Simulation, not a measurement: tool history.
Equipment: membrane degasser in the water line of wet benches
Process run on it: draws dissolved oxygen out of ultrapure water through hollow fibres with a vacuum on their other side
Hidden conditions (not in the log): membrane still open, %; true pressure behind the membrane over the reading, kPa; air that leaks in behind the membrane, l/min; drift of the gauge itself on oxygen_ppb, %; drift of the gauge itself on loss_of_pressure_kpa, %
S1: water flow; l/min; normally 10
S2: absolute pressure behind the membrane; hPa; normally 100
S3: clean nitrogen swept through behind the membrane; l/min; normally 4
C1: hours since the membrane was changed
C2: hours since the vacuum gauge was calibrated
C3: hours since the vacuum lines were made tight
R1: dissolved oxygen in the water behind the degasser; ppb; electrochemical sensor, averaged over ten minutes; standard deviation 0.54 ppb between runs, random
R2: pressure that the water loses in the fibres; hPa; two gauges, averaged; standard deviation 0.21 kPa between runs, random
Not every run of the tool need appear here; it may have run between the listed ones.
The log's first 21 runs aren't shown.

run    hour  S1   S2    S3    C1    C2    C3     R1     R2
 22   990.9   7  100     4  2767  2447  9162   30.5  346.1
 23  1048.3   6  160   6.5  2825  2504  9220   30.4  294.9
 24  1102.4   6  160   6.5  2879  2559  9274   29.5  296.7
 25  1151.4  10  100  4.19  2928  2608  9323   42.9  488.7
 26  1206.9   7  100  2.93  2983  2663  9378   41.8  341.8
 27  1278.8  10  100  5.02  3055  2735  9450   36.6  489.1
 28  1339.4  14  199     4  3116  2796  9511  151.2  683.5
     1351.4  -- seals of the vacuum lines changed
 29  1384.2  14  199     4  3159  2838    33  151.3  682.6
 30  1444.9   9  151  1.77  3219  2899    94  150.7  440.3
 31  1502.7   9  151  1.77  3277  2957   151  149.9  441.1
 32  1575.1  10   85     4  3350  3029   224     36    490
     1624.1  -- gauge calibrated
 33  1624.1  10  100  7.16  3399  3078   273   27.4  497.9

Branching from run 33: 3 alternative next runs. What would each branch give?
  A  1685   7  218  7.69  3460  3139  334   ?   ?
  B  1685  13  198  5.03  3460  3139  334   ?   ?
  C  1685  14  241  7.82  3460  3139  334   ?   ?

run     R1     R2
  A   42.4  347.9
  B  113.7  644.4
  C    102  697.4
Stripped of hidden state, with their random variation kept, the same runs would have yielded:
run     R1     R2
  A   42.3  347.9
  B  113.6  644.5
  C    102  697.5
